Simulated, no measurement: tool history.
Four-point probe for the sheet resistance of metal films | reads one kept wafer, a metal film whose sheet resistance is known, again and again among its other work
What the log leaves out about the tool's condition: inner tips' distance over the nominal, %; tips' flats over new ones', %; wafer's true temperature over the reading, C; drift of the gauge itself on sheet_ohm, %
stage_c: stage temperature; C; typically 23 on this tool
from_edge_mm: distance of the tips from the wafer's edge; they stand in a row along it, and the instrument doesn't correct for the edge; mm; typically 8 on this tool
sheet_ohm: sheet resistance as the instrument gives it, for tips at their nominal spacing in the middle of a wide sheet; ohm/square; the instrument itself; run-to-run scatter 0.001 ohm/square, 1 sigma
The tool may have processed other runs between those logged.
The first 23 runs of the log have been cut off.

run      day  stage_c  from_edge_mm  touches since the probe head was changed  hours of work since the stage's thermometer was calibrated  sheet_ohm
 24   62.371       21            61                                     28191                                                        1363   5.058018
 25     65.2       20             8                                     29426                                                        1395   5.075631
      67.788  -- stage's thermometer calibrated
 26   68.029       23            10                                     30652                                                           3   5.070491
 27   70.279       23            10                                     31633                                                          28   5.068024
 28   73.375       27            29                                     32985                                                          62   5.064727
 29   75.067       23             9                                     33723                                                          81   5.072979
 30   78.425       27             8                                     35189                                                         119   5.078986
 31   79.967       32             5                                     35861                                                         136   5.109808
 32   82.342       27            12                                     36896                                                         162   5.068379
 33   84.958       33            65                                     38039                                                         191   5.067531
 34   87.333       33            65                                     39075                                                         218   5.067389
      88.662  -- stage's thermometer calibrated, once more
 35   90.096       35            14                                     40272                                                          16   5.069493
 36   93.292       30            31                                     41666                                                          52   5.060051
 37   95.721       23             6                                     42727                                                          79   5.080904
 38   98.254       19             5                                     43832                                                         107   5.090578
 39  101.771       19             5                                     45366                                                         146   5.088799
 40  103.846       19             5                                     46272                                                         169    5.08902
 41  105.733       21            56                                     47095                                                         190   5.049568
 42  109.158       24            10                                     48590                                                         228    5.05947
 43  112.279       28             8                                     49953                                                         263   5.071167
 44  115.642       28             8                                     51419                                                         301   5.070593

Branching from run 44: 3 alternative next runs. What would each branch give?
  A  118.596       20            28                                     52708                                                         333          ?
  B  118.596       28            26                                     52708                                                         333          ?
  C  118.596       28            27                                     52708                                                         333          ?

run  sheet_ohm
  A   5.044808
  B   5.053798
  C   5.054655
Without the tool's hidden state the same runs would have given:
run  sheet_ohm
  A   5.093515
  B   5.102642
  C   5.103507
